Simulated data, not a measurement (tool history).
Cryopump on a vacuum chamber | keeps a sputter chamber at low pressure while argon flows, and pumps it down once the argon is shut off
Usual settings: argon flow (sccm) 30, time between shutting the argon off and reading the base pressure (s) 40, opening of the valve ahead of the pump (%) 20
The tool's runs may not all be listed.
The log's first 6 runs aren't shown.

run,hour,argon flow (sccm),time between shutting the argon off and reading the base pressure (s),opening of the valve ahead of the pump (%),pressure while argon flows (Pa),pressure after the wait (uPa)
7,74.6,30,40,20,0.1566,2.13
8,92.2,30,40,20,0.1554,2.15
9,104.5,30,40,20,0.1550,2.11
10,117.9,30,40,20,0.1554,2.12
11,127.7,30,40,20,0.1546,2.20
12,142.0,30,40,30,0.1045,2.13
13,159.0,30,40,30,0.1047,2.13
14,168.2,30,40,30,0.1046,2.26
15,179.2,30,40,20,0.1563,2.18
16,193.0,30,39,20,0.1558,2.18
17,207.6,30,39,20,0.1562,2.29
18,216.6,16,67,29,0.0570,1.84
19,230.2,14,40,17,0.0850,2.23
20,243.0,30,40,56,0.0566,2.20
21,257.8,54,112,35,0.1623,1.62
22,272.1,38,112,42,0.0950,1.53
23,282.7,25,40,21,0.1228,2.21
24,297.0,30,27,32,0.0984,2.65
25,314.0,32,27,26,0.1289,2.75

The next listed run, before its measurement:
26,327.7,32,27,26,?,?

Run 26 gave pressure while argon flows (Pa) 0.1292, pressure after the wait (uPa) 2.70.
Without the tool's hidden state the same run would have given pressure while argon flows (Pa) 0.1259, pressure after the wait (uPa) 1.61.
